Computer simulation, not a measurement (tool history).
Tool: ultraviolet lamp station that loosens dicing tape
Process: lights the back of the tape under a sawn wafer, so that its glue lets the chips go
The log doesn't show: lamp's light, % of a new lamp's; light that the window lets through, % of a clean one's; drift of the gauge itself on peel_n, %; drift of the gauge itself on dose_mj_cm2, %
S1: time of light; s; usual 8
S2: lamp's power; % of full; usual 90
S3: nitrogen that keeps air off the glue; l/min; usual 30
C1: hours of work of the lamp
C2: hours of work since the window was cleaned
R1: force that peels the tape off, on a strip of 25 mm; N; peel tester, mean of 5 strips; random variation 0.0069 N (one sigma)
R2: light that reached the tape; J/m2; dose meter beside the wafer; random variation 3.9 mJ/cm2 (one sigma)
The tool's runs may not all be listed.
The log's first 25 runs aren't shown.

| run | hour | S1 | S2 | S3 | C1 | C2 | R1 | R2 |
|---|---|---|---|---|---|---|---|---|
| 26 | 736.8 | 7 | 96 | 14 | 857 | 104 | 0.954 | 4900 |
| 27 | 757.6 | 7 | 96 | 23 | 866 | 113 | 0.615 | 4890 |
| 28 | 780.8 | 5 | 61 | 26 | 877 | 123 | 2.346 | 2170 |
| 29 | 813.6 | 12 | 90 | 30 | 891 | 138 | 0.197 | 7730 |
| 30 | 853.0 | 14 | 95 | 30 | 908 | 155 | 0.142 | 9450 |
| 31 | 877.3 | 14 | 95 | 30 | 919 | 165 | 0.151 | 9360 |
| 32 | 907.7 | 5 | 88 | 30 | 932 | 179 | 1.265 | 3080 |
| 33 | 937.7 | 5 | 80 | 16 | 945 | 192 | 2.249 | 2790 |

The next listed run, before its measurement:
| 34 | 974.5 | 5 | 80 | 16 | 961 | 208 | ? | ? |

Run 34 gave R1 2.236 N, R2 2770 J/m2.
Without the tool's hidden state the same run would have given R1 1.403 N, R2 3760 J/m2.
